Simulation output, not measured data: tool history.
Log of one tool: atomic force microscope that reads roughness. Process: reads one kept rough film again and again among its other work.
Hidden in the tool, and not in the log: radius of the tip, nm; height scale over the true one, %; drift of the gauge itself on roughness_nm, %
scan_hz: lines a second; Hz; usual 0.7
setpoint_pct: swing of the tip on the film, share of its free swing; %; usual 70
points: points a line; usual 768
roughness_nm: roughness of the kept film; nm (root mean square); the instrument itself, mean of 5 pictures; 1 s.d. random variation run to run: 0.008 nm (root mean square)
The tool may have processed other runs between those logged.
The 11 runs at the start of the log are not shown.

run	hour	scan_hz	setpoint_pct	points	pictures with this tip	hours of work since the height scale was calibrated	roughness_nm
# hour 246: new tip fitted
12	261.2	0.7	68	768	25	909	1.752
13	282.2	0.7	68	768	59	922	1.725
14	306.8	0.7	68	768	100	936	1.7
# hour 328.8: new tip fitted
15	339.3	0.7	68	768	18	955	1.756
16	355.4	0.7	62	768	44	964	1.754
17	374.7	0.7	62	768	76	975	1.711
18	405.1	0.7	62	768	126	993	1.696
# hour 411.9: new tip fitted
19	439.3	0.7	62	296	45	1013	1.73
20	466.3	2.681	70	976	90	1029	1.614
21	489.3	1.39	61	311	128	1042	1.649
# hour 492.8: new tip fitted
22	517	0.7	58	768	40	1058	1.757
23	542.4	3.657	59	276	81	1073	1.634
24	559.6	0.7	72	768	110	1083	1.68
# hour 574.7: new tip fitted
25	593.6	0.898	64	435	31	1102	1.742
26	610.2	0.898	64	435	58	1112	1.724
27	641	0.7	70	818	109	1130	1.708
# hour 657.2: new tip fitted
28	673.4	1.198	86	982	26	1149	1.633
29	707	2.259	70	348	82	1168	1.621
# hour 738.9: new tip fitted
30	738.9	2.259	70	348	0	1187	1.692
31	760.4	2.698	87	678	36	1199	1.492
32	790.4	2.698	87	678	85	1217	1.464
# hour 807.9: height scale calibrated on a step standard
33	815.6	1.664	70	360	125	4	1.609
# hour 820.8: new tip fitted
34	844.4	0.7	70	388	39	21	1.708
35	867	1.284	70	388	76	34	1.651
36	883.7	1.284	70	388	103	44	1.629

5 options for the next run, each taken on its own from the tool as it stands now. Forecast them:
A	900.6	3.469	79	273	131	54	?
B	900.6	1.324	79	890	131	54	?
C	900.6	1.255	70	388	131	54	?
D	900.6	1.573	70	430	131	54	?
E	900.6	1.284	71	388	131	54	?

run	roughness_nm
A	1.421
B	1.583
C	1.614
D	1.584
E	1.607
What these runs would have given with no unlogged condition in the tool:
run	roughness_nm
A	1.503
B	1.674
C	1.707
D	1.675
E	1.699
